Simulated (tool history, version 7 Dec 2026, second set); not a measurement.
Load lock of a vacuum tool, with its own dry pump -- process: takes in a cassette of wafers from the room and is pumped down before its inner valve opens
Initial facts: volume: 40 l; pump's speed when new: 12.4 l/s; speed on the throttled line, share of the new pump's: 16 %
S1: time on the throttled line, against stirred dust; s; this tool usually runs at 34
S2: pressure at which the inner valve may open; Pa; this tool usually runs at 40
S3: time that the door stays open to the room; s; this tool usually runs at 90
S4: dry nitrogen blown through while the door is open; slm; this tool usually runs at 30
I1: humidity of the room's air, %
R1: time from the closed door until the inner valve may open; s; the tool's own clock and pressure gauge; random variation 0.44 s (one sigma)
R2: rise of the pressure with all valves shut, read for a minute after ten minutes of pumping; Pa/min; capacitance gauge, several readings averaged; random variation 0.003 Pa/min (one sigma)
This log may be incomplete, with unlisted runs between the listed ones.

| run | hour | S1 | S2 | S3 | S4 | I1 | R1 | R2 |
|---|---|---|---|---|---|---|---|---|
| 1 | 0 | 34 | 40 | 90 | 30 | 43.8 | 53.7 | 0.025 |
| 2 | 500.4 | 34 | 40 | 90 | 30 | 42.5 | 53.5 | 0.025 |
| 3 | 771.8 | 34 | 40 | 90 | 8 | 45.5 | 53.2 | 0.059 |
| 4 | 1397.5 | 34 | 40 | 90 | 8 | 45.9 | 54 | 0.05 |
| 5 | 1956.5 | 34 | 40 | 90 | 8 | 47.6 | 53.4 | 0.047 |
| 6 | 2386.6 | 34 | 40 | 90 | 8 | 42 | 53.8 | 0.044 |
| 7 | 2861 | 34 | 40 | 90 | 8 | 43.1 | 53.6 | 0.04 |
| 8 | 3374.4 | 38 | 40 | 90 | 30 | 43.1 | 57.2 | 0.027 |
| 9 | 3667 | 34 | 40 | 90 | 30 | 46 | 54.1 | 0.028 |
| 10 | 4231.1 | 34 | 40 | 90 | 30 | 46.4 | 54 | 0.022 |
| 11 | 4616.8 | 34 | 40 | 90 | 30 | 45.7 | 53.9 | 0.026 |
| 12 | 4893.8 | 34 | 40 | 90 | 30 | 43.2 | 53.9 | 0.02 |
| 13 | 5459.6 | 34 | 40 | 90 | 30 | 46.4 | 54.9 | 0.023 |
| 14 | 5767.6 | 34 | 40 | 90 | 30 | 39.9 | 54.5 | 0.013 |
| 15 | 6349.6 | 34 | 40 | 90 | 30 | 47.4 | 53.8 | 0.025 |
| 16 | 6704.1 | 34 | 40 | 90 | 30 | 42.2 | 53.3 | 0.023 |
| 17 | 7172.9 | 34 | 40 | 90 | 30 | 47 | 53.6 | 0.026 |
| 18 | 7551.1 | 34 | 40 | 35 | 26 | 45.6 | 53.3 | 0.017 |
| 19 | 7987.4 | 34 | 40 | 221 | 10 | 45.2 | 53.5 | 0.074 |
| 20 | 8321.1 | 33 | 68 | 60 | 11 | 46.1 | 50.7 | 0.033 |
| 21 | 8756.9 | 33 | 68 | 60 | 11 | 43.6 | 51.6 | 0.039 |
| 22 | 9105.3 | 29 | 40 | 90 | 35 | 45 | 49.6 | 0.014 |
| 23 | 9620.6 | 29 | 40 | 90 | 39 | 43.2 | 49.8 | 0.023 |
| 24 | 10160.2 | 29 | 40 | 90 | 39 | 46.7 | 50 | 0.022 |
| 25 | 10740.4 | 29 | 40 | 90 | 39 | 46 | 49.7 | 0.022 |
| 26 | 11216.3 | 29 | 40 | 90 | 39 | 47.3 | 49.7 | 0.015 |
| 27 | 11657.2 | 29 | 40 | 90 | 39 | 47.1 | 49.6 | 0.025 |
| 28 | 12149.9 | 29 | 40 | 90 | 39 | 44.8 | 49.2 | 0.015 |
| 29 | 12483.3 | 29 | 40 | 90 | 39 | 46.3 | 49.7 | 0.018 |
| 30 | 12828.2 | 21 | 40 | 90 | 29 | 46.9 | 42.9 | 0.024 |
| 31 | 13263.2 | 21 | 29 | 235 | 6 | 44.6 | 44 | 0.095 |
| 32 | 13576.4 | 55 | 40 | 90 | 21 | 47.7 | 71.7 | 0.029 |
| 33 | 14089.8 | 55 | 40 | 90 | 21 | 48.2 | 72 | 0.029 |

The log once held 3 entries between its listed runs, left out of this copy. Where does each go, and what is different about the tool's unlogged condition between the listed run before it and the listed run after it?
In the gap between runs 4 and 5: door's seal changed, seat wiped (hour 1956.5)
  leak at the door's seal, Pa l/s: 0.0035 -> 0.002
  measured minus no-state result, R2: +0.003 -> +0 Pa/min
In the gap between runs 24 and 25: dry pump taken out, an overhauled one fitted (hour 10388.1)
  pump's speed, % of a new pump's: 99.8 -> 100; leak at the door's seal, Pa l/s: 0.0032 -> 0.0033
  measured minus no-state result, R2: +0.001 -> +0.002 Pa/min
In the gap between runs 25 and 26: door's seal changed, seat wiped (hour 11193.3)
  leak at the door's seal, Pa l/s: 0.0033 -> 0.002
  measured minus no-state result, R2: +0.002 -> +0 Pa/min
